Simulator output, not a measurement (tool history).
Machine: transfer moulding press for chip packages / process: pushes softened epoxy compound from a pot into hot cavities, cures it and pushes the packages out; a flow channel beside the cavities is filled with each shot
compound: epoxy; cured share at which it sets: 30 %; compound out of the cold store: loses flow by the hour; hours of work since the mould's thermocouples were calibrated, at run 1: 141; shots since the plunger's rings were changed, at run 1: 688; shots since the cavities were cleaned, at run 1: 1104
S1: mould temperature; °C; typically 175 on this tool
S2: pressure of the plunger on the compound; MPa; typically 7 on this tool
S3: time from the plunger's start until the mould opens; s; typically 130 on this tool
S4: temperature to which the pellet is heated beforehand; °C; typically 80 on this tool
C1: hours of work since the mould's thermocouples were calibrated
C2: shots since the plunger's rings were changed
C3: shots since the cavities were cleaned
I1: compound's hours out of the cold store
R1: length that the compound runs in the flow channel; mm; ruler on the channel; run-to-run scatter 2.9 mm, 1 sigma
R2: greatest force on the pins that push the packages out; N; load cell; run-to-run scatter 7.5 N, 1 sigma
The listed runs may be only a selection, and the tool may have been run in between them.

run   hour   S1    S2   S3  S4   C1    C2    C3    I1   R1   R2
  1      0  175     7  130  80  141   688  1104  31.2  769  495
       6.1  -- cavities cleaned with cleaning compound and waxed
  2    9.7  175     7  130  80  147   778    39  36.4  743  332
  3     20  175     7  130  80  155   890   151  32.9  759  371
  4   31.8  175     7  130  80  164  1019   280  32.3  756  405
  5   43.7  175     7  130  80  173  1150   411  15.1  831  438
  6   49.9  175     7  130  80  177  1217   478  27.3  781  441
  7   61.7  175     7  130  80  186  1346   607  27.7  773  452
  8   68.8  175     7  151  80  191  1424   685  14.5  829  405
      71.7  -- mould's thermocouples calibrated
  9   82.1  175     7  130  80    8  1548   809  17.9  818  497
 10   90.5  175     7  130  80   14  1639   900  22.3  796  513
 11   96.4  175     7  130  80   18  1704   965  36.3  734  490
 12  103.2  176     7  158  71   23  1779  1040  23.7  784  403
 13  111.6  173  6.93  150  78   29  1870  1131  41.5  717  457
     114.3  -- cavities cleaned with cleaning compound and waxed
     121.9  -- mould's thermocouples calibrated, once more
 14    128  167  6.93  118  71    5  2012   129  41.3  736  721
 15  134.6  179  5.52  157  81    9  2084   201  18.8  696  312
 16  147.4  179  5.52  157  81   19  2223   340    25  674  342
 17  156.8  179  7.89  157  81   26  2326   443  28.4  799  336
 18  167.5  176  8.22  111  89   34  2443   560  11.2  903  577
 19    175  176  8.22  111  89   39  2525   642  34.7  790  531
 20  186.1  176  8.22  111  89   47  2646   763  43.5  751  530
 21  198.1  175  8.27  162  80   56  2778   895  24.5  840  384

What if the next run were any one of these 5? Each begins from the tool's condition after run 21:
  A  209.4  171  8.27  122  83  65  2901  1018  29.1   ?   ?
  B  209.4  175  8.27  162  82  65  2901  1018  15.3   ?   ?
  C  209.4  175  8.36  148  89  65  2901  1018  45.9   ?   ?
  D  209.4  175  7.71  133  80  65  2901  1018  37.1   ?   ?
  E  209.4  175  8.27  134  74  65  2901  1018    18   ?   ?

run   R1   R2
  A  833  705
  B  881  412
  C  748  424
  D  758  457
  E  870  477
With the hidden condition removed and each run's random variation left untouched, the same runs would have given:
run   R1   R2
  A  863  448
  B  913  262
  C  775  269
  D  785  289
  E  901  303
